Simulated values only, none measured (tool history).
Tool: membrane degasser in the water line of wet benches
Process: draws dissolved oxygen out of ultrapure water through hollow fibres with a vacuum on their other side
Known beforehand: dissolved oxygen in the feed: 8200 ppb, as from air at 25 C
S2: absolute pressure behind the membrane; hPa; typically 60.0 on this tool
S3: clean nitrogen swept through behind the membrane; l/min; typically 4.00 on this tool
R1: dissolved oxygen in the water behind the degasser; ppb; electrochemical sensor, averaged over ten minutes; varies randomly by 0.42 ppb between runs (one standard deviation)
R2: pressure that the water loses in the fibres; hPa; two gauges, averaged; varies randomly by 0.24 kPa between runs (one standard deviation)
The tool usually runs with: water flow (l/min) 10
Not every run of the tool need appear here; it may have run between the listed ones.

{"run": 1, "hour": 0.0, "water flow (l/min)": 10, "S2": 60.0, "S3": 4.0, "R1": 29.8, "R2": 607.4}
{"run": 2, "hour": 116.5, "water flow (l/min)": 10, "S2": 60.0, "S3": 4.0, "R1": 30.0, "R2": 607.8}
{"run": 3, "hour": 243.0, "water flow (l/min)": 10, "S2": 60.0, "S3": 4.0, "R1": 29.7, "R2": 609.6}
{"run": 4, "hour": 359.9, "water flow (l/min)": 8, "S2": 60.0, "S3": 4.0, "R1": 19.1, "R2": 487.9}
{"run": 5, "hour": 611.4, "water flow (l/min)": 8, "S2": 60.0, "S3": 4.0, "R1": 19.2, "R2": 491.2}
{"run": 6, "hour": 766.6, "water flow (l/min)": 8, "S2": 60.0, "S3": 4.0, "R1": 18.8, "R2": 487.2}
{"run": 7, "hour": 1049.1, "water flow (l/min)": 8, "S2": 60.0, "S3": 7.01, "R1": 12.6, "R2": 490.3}
{"run": 8, "hour": 1238.6, "water flow (l/min)": 10, "S2": 144.2, "S3": 4.0, "R1": 81.8, "R2": 606.3}
{"run": 9, "hour": 1490.2, "water flow (l/min)": 10, "S2": 60.0, "S3": 6.06, "R1": 23.9, "R2": 609.8}
{"hour": 1505.1, "done": "vacuum gauge calibrated"}
{"run": 10, "hour": 1773.1, "water flow (l/min)": 9, "S2": 60.0, "S3": 4.0, "R1": 23.7, "R2": 550.3}
{"run": 11, "hour": 2012.0, "water flow (l/min)": 9, "S2": 60.0, "S3": 4.0, "R1": 23.6, "R2": 553.0}
{"run": 12, "hour": 2161.2, "water flow (l/min)": 9, "S2": 60.0, "S3": 4.0, "R1": 24.0, "R2": 553.2}
{"run": 13, "hour": 2391.6, "water flow (l/min)": 9, "S2": 60.0, "S3": 4.0, "R1": 24.9, "R2": 553.3}
{"run": 14, "hour": 2665.3, "water flow (l/min)": 9, "S2": 60.0, "S3": 4.0, "R1": 24.2, "R2": 557.2}
{"run": 15, "hour": 2837.7, "water flow (l/min)": 9, "S2": 60.0, "S3": 4.0, "R1": 24.3, "R2": 549.8}
{"run": 16, "hour": 3124.5, "water flow (l/min)": 9, "S2": 131.9, "S3": 4.0, "R1": 62.2, "R2": 551.5}
{"run": 17, "hour": 3318.5, "water flow (l/min)": 16, "S2": 131.9, "S3": 3.45, "R1": 173.7, "R2": 978.7}
{"run": 18, "hour": 3490.0, "water flow (l/min)": 8, "S2": 60.0, "S3": 2.07, "R1": 31.8, "R2": 489.5}
{"hour": 3692.9, "done": "seals of the vacuum lines changed"}
{"run": 19, "hour": 3692.9, "water flow (l/min)": 10, "S2": 91.1, "S3": 10.85, "R1": 26.5, "R2": 617.7}
{"run": 20, "hour": 3812.4, "water flow (l/min)": 14, "S2": 91.1, "S3": 1.83, "R1": 148.3, "R2": 865.2}
{"run": 21, "hour": 3975.4, "water flow (l/min)": 14, "S2": 91.1, "S3": 1.83, "R1": 146.8, "R2": 870.7}
{"run": 22, "hour": 4177.0, "water flow (l/min)": 10, "S2": 50.3, "S3": 4.0, "R1": 24.0, "R2": 618.1}
{"run": 23, "hour": 4327.3, "water flow (l/min)": 8, "S2": 50.3, "S3": 6.11, "R1": 10.7, "R2": 491.2}
{"run": 24, "hour": 4588.8, "water flow (l/min)": 14, "S2": 124.3, "S3": 4.19, "R1": 114.9, "R2": 869.4}
{"run": 25, "hour": 4848.5, "water flow (l/min)": 12, "S2": 60.0, "S3": 8.91, "R1": 34.0, "R2": 744.9}
{"run": 26, "hour": 5027.7, "water flow (l/min)": 12, "S2": 60.0, "S3": 8.91, "R1": 34.9, "R2": 746.2}
{"hour": 5250.3, "done": "gauge calibrated"}
{"run": 27, "hour": 5312.9, "water flow (l/min)": 9, "S2": 48.0, "S3": 7.24, "R1": 13.4, "R2": 545.3}
{"run": 28, "hour": 5598.2, "water flow (l/min)": 10, "S2": 62.8, "S3": 1.86, "R1": 52.2, "R2": 608.9}
{"run": 29, "hour": 5715.1, "water flow (l/min)": 7, "S2": 60.0, "S3": 7.2, "R1": 9.3, "R2": 427.8}
{"run": 30, "hour": 5996.9, "water flow (l/min)": 10, "S2": 39.6, "S3": 5.92, "R1": 16.3, "R2": 607.9}
{"run": 31, "hour": 6234.4, "water flow (l/min)": 10, "S2": 39.6, "S3": 5.92, "R1": 15.4, "R2": 610.0}

What if the next run were any one of these 3? Each begins from the tool's condition after run 31:
{"run": "A", "hour": 6377.1, "water flow (l/min)": 13, "S2": 39.6, "S3": 5.92, "R1": "?", "R2": "?"}
{"run": "B", "hour": 6377.1, "water flow (l/min)": 10, "S2": 60.0, "S3": 7.13, "R1": "?", "R2": "?"}
{"run": "C", "hour": 6377.1, "water flow (l/min)": 6, "S2": 83.7, "S3": 4.41, "R1": "?", "R2": "?"}

run=A R1=37.5 R2=793.0
run=B R1=22.9 R2=613.8
run=C R1=18.9 R2=367.9
Without the tool's unlogged condition, the same runs would have read:
run=A R1=37.4 R2=789.3
run=B R1=22.9 R2=611.0
run=C R1=18.9 R2=366.2
